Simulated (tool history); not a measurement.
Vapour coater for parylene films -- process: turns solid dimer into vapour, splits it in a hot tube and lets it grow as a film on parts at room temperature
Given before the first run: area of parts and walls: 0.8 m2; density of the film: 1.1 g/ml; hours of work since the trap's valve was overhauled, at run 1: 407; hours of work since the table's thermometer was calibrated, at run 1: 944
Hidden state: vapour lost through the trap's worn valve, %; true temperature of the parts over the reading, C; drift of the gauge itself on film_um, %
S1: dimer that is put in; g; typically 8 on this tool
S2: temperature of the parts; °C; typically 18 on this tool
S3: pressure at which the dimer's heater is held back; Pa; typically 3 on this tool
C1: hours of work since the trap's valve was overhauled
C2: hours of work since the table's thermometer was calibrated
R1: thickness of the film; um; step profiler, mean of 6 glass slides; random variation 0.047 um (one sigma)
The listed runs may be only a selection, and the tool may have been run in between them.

run,hour,S1,S2,S3,C1,C2,R1
1,0,8,18,3,407,944,7.12
2,63.8,13,18,3,446,983,11.31
3,119.8,13,18,3,480,1017,11.42
4,170.6,13,18,3,510,1047,11.34
5,205.3,13,18,3,531,1068,11.27
6,267.3,13,18,3,569,1106,11.17
7,345.9,8,18,6.95,616,1153,5.87
8,415.5,8,18,6.95,659,1195,5.75
# hour 438.1: trap's valve overhauled
9,462.5,8,18,6.95,15,1221,6.21
10,512.9,8,18,3,45,1252,7.29
11,573,8,18,3,82,1288,7.21
12,609.9,8,18,3,104,1311,7.24
13,660.4,8,18,3,134,1341,7.18
14,731.5,8,18,2.09,178,1384,7.73
15,778.5,8,18,2.09,206,1413,7.74
16,854.9,8,16,3,252,1459,7.54
# hour 888.2: table's thermometer calibrated
17,937.7,8,16,3,302,30,7.63
18,1007.9,9,18,3,344,72,8.19
19,1076.6,5,19,3.75,386,114,4.17
20,1157.6,5,28,2.8,435,163,3.44
21,1212.6,6,28,4.83,468,196,3.69
22,1283,4,13,2.26,511,239,4.18
23,1318.5,4,13,2.26,532,260,4.17
24,1367.3,11,18,3,562,290,9.58
25,1451.9,14,18,3,613,341,12.23
26,1528.4,14,23,4.88,659,387,9.6
# hour 1552.3: trap's valve overhauled
27,1596.5,3,19,11.7,27,426,2.05
28,1650.1,3,19,11.7,59,459,2.06
29,1697.9,8,12,5.86,88,488,7.66
30,1743.8,8,12,5.86,116,515,7.55
31,1806.8,8,10,5.86,154,553,8.12
32,1863.5,8,12,5.86,188,588,7.58
33,1901,6,21,3.52,211,610,4.89
34,1973.4,7,17,8.3,255,654,5.26
35,2055.5,4,24,2.24,304,704,3.22

How the hidden state differs across the entries between the runs, from the last listed run before each to the first after it:
After run 8, before run 9: trap's valve overhauled (hour 438.1)
  vapour lost through the trap's worn valve, %: 7.3 -> 1; true temperature of the parts over the reading, C: 0.57 -> 0.58
  difference, measured minus the result without the unlogged condition, R1: -0.55 -> -0.17 um
After run 16, before run 17: table's thermometer calibrated (hour 888.2)
  vapour lost through the trap's worn valve, %: 3.3 -> 3.8; true temperature of the parts over the reading, C: 0.69 -> -0.13
  difference, measured minus the result without the unlogged condition, R1: -0.41 -> -0.27 um
After run 26, before run 27: trap's valve overhauled (hour 1552.3)
  vapour lost through the trap's worn valve, %: 7.5 -> 0.4; true temperature of the parts over the reading, C: 0.03 -> 0.05
  difference, measured minus the result without the unlogged condition, R1: -0.78 -> -0.02 um

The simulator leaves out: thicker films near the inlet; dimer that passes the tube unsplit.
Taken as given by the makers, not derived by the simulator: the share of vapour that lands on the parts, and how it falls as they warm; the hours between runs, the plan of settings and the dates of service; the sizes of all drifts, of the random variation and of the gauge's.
